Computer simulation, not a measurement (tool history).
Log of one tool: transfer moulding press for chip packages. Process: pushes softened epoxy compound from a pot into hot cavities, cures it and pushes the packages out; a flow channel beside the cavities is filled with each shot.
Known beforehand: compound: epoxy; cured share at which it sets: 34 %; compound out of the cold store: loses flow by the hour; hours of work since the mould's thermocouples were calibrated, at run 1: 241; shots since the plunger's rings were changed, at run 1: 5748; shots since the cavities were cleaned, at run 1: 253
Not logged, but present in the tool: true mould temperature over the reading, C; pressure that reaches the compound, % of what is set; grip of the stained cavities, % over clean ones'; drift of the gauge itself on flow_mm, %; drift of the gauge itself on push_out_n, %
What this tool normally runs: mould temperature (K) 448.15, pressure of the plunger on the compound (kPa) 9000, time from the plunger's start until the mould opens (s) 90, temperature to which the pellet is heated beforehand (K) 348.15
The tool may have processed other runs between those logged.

| run | hour | mould temperature (K) | pressure of the plunger on the compound (kPa) | time from the plunger's start until the mould opens (s) | temperature to which the pellet is heated beforehand (K) | hours of work since the mould's thermocouples were calibrated | shots since the plunger's rings were changed | shots since the cavities were cleaned | incoming compound's hours out of the cold store | length that the compound runs in the flow channel (mm) | greatest force on the pins that push the packages out (N) |
|---|---|---|---|---|---|---|---|---|---|---|---|
| 1 | 0 | 448.15 | 9000 | 90 | 348.15 | 241 | 5748 | 253 | 39.5 | 436 | 637 |
| 2 | 11.9 | 448.15 | 9000 | 90 | 348.15 | 247 | 5878 | 383 | 43.1 | 425 | 661 |
| 3 | 19 | 448.15 | 9000 | 90 | 348.15 | 251 | 5955 | 460 | 46.1 | 430 | 670 |
| 4 | 24.4 | 448.15 | 9000 | 90 | 348.15 | 254 | 6015 | 520 | 30.6 | 448 | 702 |
| 5 | 30.4 | 448.15 | 9000 | 90 | 348.15 | 257 | 6081 | 586 | 20.7 | 468 | 777 |
|  | 33.7 | plunger's sealing rings changed |
| 6 | 43.8 | 448.15 | 9000 | 90 | 348.15 | 262 | 110 | 704 | 33.8 | 506 | 746 |
| 7 | 54.8 | 448.15 | 9000 | 90 | 348.15 | 268 | 230 | 824 | 38.2 | 493 | 743 |
| 8 | 67.3 | 448.15 | 7270 | 90 | 348.15 | 275 | 367 | 961 | 32.3 | 453 | 751 |
| 9 | 79.8 | 448.15 | 7270 | 90 | 348.15 | 281 | 504 | 1098 | 27.6 | 466 | 802 |
|  | 85 | cavities cleaned with cleaning compound and waxed |
| 10 | 87.2 | 448.15 | 9000 | 124 | 348.15 | 285 | 568 | 25 | 35.4 | 492 | 653 |
| 11 | 93.4 | 448.15 | 9000 | 90 | 348.15 | 288 | 635 | 92 | 32 | 496 | 885 |
| 12 | 100.5 | 448.15 | 9000 | 90 | 348.15 | 292 | 713 | 170 | 38.5 | 489 | 859 |
|  | 108.1 | cavities cleaned with cleaning compound and waxed, once more |
| 13 | 108.1 | 448.15 | 9000 | 90 | 348.15 | 295 | 780 | 0 | 10.7 | 561 | 585 |
| 14 | 115.6 | 448.15 | 9000 | 90 | 348.15 | 299 | 862 | 82 | 38.2 | 488 | 591 |
| 15 | 124 | 449.15 | 9000 | 90 | 348.15 | 303 | 953 | 173 | 35.2 | 490 | 582 |
| 16 | 130.7 | 449.15 | 9000 | 90 | 348.15 | 307 | 1027 | 247 | 39.7 | 483 | 603 |
| 17 | 143.9 | 448.15 | 10520 | 90 | 348.15 | 314 | 1170 | 390 | 31.2 | 527 | 649 |
| 18 | 152.8 | 448.15 | 10520 | 90 | 348.15 | 318 | 1268 | 488 | 10.5 | 595 | 783 |
| 19 | 165.4 | 450.15 | 9750 | 129 | 356.15 | 325 | 1406 | 626 | 19.6 | 540 | 518 |
| 20 | 174.4 | 446.15 | 7910 | 115 | 345.15 | 330 | 1504 | 724 | 30.4 | 478 | 610 |
| 21 | 184.3 | 446.15 | 7910 | 115 | 345.15 | 335 | 1611 | 831 | 32.8 | 468 | 631 |
| 22 | 196.5 | 443.15 | 9790 | 115 | 358.15 | 341 | 1745 | 965 | 31.3 | 526 | 676 |
| 23 | 209.1 | 442.15 | 8380 | 76 | 356.15 | 348 | 1882 | 1102 | 31.7 | 488 | 1683 |
|  | 213.7 | cavities cleaned with cleaning compound and waxed |
| 24 | 219.8 | 448.15 | 7170 | 72 | 348.15 | 353 | 1983 | 67 | 10.9 | 480 | 1049 |
| 25 | 227.6 | 448.15 | 7170 | 72 | 348.15 | 357 | 2068 | 152 | 20.5 | 459 | 1024 |
| 26 | 236.3 | 448.15 | 8500 | 90 | 354.15 | 362 | 2163 | 247 | 39.6 | 461 | 630 |
| 27 | 247.6 | 453.15 | 9000 | 90 | 348.15 | 368 | 2286 | 370 | 8.9 | 540 | 519 |
| 28 | 258.2 | 453.15 | 9000 | 90 | 348.15 | 373 | 2402 | 486 | 8.8 | 529 | 559 |

4 ways to go on from here, each from the tool as it stands after run 28. What would each give?
| A | 265.9 | 453.15 | 9290 | 90 | 348.15 | 377 | 2487 | 571 | 28.9 | ? | ? |
| B | 265.9 | 453.15 | 9000 | 101 | 348.15 | 377 | 2487 | 571 | 37.2 | ? | ? |
| C | 265.9 | 450.15 | 9000 | 90 | 348.15 | 377 | 2487 | 571 | 40.3 | ? | ? |
| D | 265.9 | 448.15 | 9000 | 75 | 348.15 | 377 | 2487 | 571 | 17.2 | ? | ? |

| run | length that the compound runs in the flow channel (mm) | greatest force on the pins that push the packages out (N) |
|---|---|---|
| A | 484 | 566 |
| B | 465 | 534 |
| C | 466 | 642 |
| D | 523 | 1125 |
The same runs, with their run-to-run variation unchanged, on a tool lacking any hidden condition would have given:
| run | length that the compound runs in the flow channel (mm) | greatest force on the pins that push the packages out (N) |
|---|---|---|
| A | 509 | 416 |
| B | 488 | 396 |
| C | 489 | 464 |
| D | 549 | 784 |

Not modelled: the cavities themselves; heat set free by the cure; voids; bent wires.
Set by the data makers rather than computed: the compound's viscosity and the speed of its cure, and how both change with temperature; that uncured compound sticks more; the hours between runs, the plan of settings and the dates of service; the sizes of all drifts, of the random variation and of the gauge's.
